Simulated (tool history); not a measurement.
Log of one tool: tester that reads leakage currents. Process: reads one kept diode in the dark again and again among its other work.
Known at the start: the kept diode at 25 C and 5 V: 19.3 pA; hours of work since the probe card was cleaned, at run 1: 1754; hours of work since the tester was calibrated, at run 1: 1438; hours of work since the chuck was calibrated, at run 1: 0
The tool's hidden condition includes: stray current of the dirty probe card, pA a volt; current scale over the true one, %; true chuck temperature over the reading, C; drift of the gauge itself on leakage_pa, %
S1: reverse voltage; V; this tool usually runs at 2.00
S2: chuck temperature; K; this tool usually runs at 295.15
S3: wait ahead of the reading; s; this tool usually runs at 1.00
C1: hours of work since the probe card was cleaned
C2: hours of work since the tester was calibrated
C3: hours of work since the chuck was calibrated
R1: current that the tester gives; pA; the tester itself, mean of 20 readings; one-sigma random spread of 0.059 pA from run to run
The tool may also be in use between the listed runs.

run	day	S1	S2	S3	C1	C2	C3	R1
1	0.000	2.00	295.15	1.00	1754	1438	0	13.81
2	0.929	2.00	310.15	1.00	1772	1455	18	42.82
3	1.896	2.00	310.15	1.00	1790	1473	36	42.62
4	2.979	2.00	310.15	1.00	1810	1494	56	42.89
5	4.758	2.00	295.15	0.68	1844	1527	90	14.43
6	6.688	2.00	295.15	0.68	1880	1564	126	14.49
7	7.712	2.00	295.15	0.68	1900	1583	146	14.55
8	8.892	1.19	295.15	1.00	1922	1605	168	10.60
9	9.929	2.00	298.15	1.00	1942	1625	187	17.67
10	11.183	2.00	298.15	1.00	1965	1649	211	17.88
11	12.404	1.51	295.15	1.00	1988	1672	234	12.42
12	13.238	1.51	295.15	1.00	2004	1688	250	12.45
13	14.288	2.00	295.15	1.00	2024	1707	270	14.60
# day 15.262: probe card cleaned and baked
14	16.233	2.00	295.15	1.00	18	1742	304	10.94
15	17.742	2.00	295.15	3.71	47	1770	333	10.45
16	19.621	2.00	295.15	3.71	82	1806	368	10.48
17	20.517	2.00	295.15	3.71	99	1823	385	10.55
18	21.412	2.00	295.15	3.71	116	1840	402	10.55
19	22.779	2.00	331.15	1.00	142	1865	428	219.04

Run 20 comes next. What will it give?
20	24.283	16.62	295.15	1.00	170	1894	456	?

For run 20 the tool returned R1 34.47 pA.
On a tool with no hidden condition, and with the same random variation, this run would have come out at R1 30.95 pA.
